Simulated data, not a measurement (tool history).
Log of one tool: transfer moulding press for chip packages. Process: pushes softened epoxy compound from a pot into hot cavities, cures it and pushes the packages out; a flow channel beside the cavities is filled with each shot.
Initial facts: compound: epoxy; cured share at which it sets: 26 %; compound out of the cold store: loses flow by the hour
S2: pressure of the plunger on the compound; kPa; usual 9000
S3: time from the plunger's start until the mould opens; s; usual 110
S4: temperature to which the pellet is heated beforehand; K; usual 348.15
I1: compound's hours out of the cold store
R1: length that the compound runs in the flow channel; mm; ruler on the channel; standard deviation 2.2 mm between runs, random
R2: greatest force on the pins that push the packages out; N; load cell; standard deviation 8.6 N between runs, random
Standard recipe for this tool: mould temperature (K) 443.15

Run 1, hour 0: usual settings; I1 33.5. Result: R1 812 mm, R2 376 N.
Run 2, hour 5.4: usual settings; I1 29.4. Result: R1 824 mm, R2 377 N.
Run 3, hour 12.2: usual settings; I1 42.1. Result: R1 783 mm, R2 385 N.
Run 4, hour 21: usual settings but mould temperature (K) 449.15; I1 18.7. Result: R1 838 mm, R2 326 N.
At hour 30.4: plunger's sealing rings changed.
Run 5, hour 32.6: usual settings but mould temperature (K) 449.15; I1 16.2. Result: R1 850 mm, R2 315 N.
Run 6, hour 43.7: usual settings; I1 10.2. Result: R1 884 mm, R2 391 N.
Run 7, hour 55.1: usual settings but mould temperature (K) 444.15; I1 38.2. Result: R1 797 mm, R2 355 N.
At hour 64.6: cavities cleaned with cleaning compound and waxed.
Run 8, hour 65.7: usual settings but S2 6970 kPa; I1 16.7. Result: R1 759 mm, R2 393 N.
Run 9, hour 70.4: usual settings but S2 6970 kPa; I1 42.8. Result: R1 691 mm, R2 360 N.
Run 10, hour 80.8: usual settings but S2 6970 kPa; I1 14.8. Result: R1 770 mm, R2 374 N.
Run 11, hour 90.2: usual settings but S3 117 s; I1 15.2. Result: R1 871 mm, R2 361 N.
Run 12, hour 97.8: usual settings; I1 8.8. Result: R1 892 mm, R2 400 N.
Run 13, hour 107.9: usual settings; I1 23.5. Result: R1 847 mm, R2 369 N.
Run 14, hour 113.4: usual settings; I1 40.6. Result: R1 790 mm, R2 385 N.
Run 15, hour 124.1: usual settings; I1 11.6. Result: R1 881 mm, R2 385 N.
Run 16, hour 134.8: usual settings but S3 150 s; I1 41.6. Result: R1 787 mm, R2 313 N.
Run 17, hour 144.8: usual settings but mould temperature (K) 451.15, S2 10280 kPa, S3 104 s, S4 346.15 K; I1 27.6. Result: R1 863 mm, R2 313 N.
Run 18, hour 155.9: usual settings but mould temperature (K) 451.15, S2 10280 kPa, S3 104 s, S4 346.15 K; I1 36.1. Result: R1 839 mm, R2 308 N.
Run 19, hour 165.3: usual settings but mould temperature (K) 451.15, S2 6890 kPa, S3 149 s, S4 346.15 K; I1 22.9. Result: R1 719 mm, R2 310 N.

For run 20, what comes out?
Run 20, hour 173.5: usual settings but mould temperature (K) 451.15, S2 6890 kPa, S3 149 s, S4 357.15 K; I1 12.4. Result: R1 ?, R2 ?.

R1: 749 mm
R2: 299 N
Were there no unlogged condition in the tool, this run, its random variation unchanged, would have produced R1 749 mm, R2 296 N.
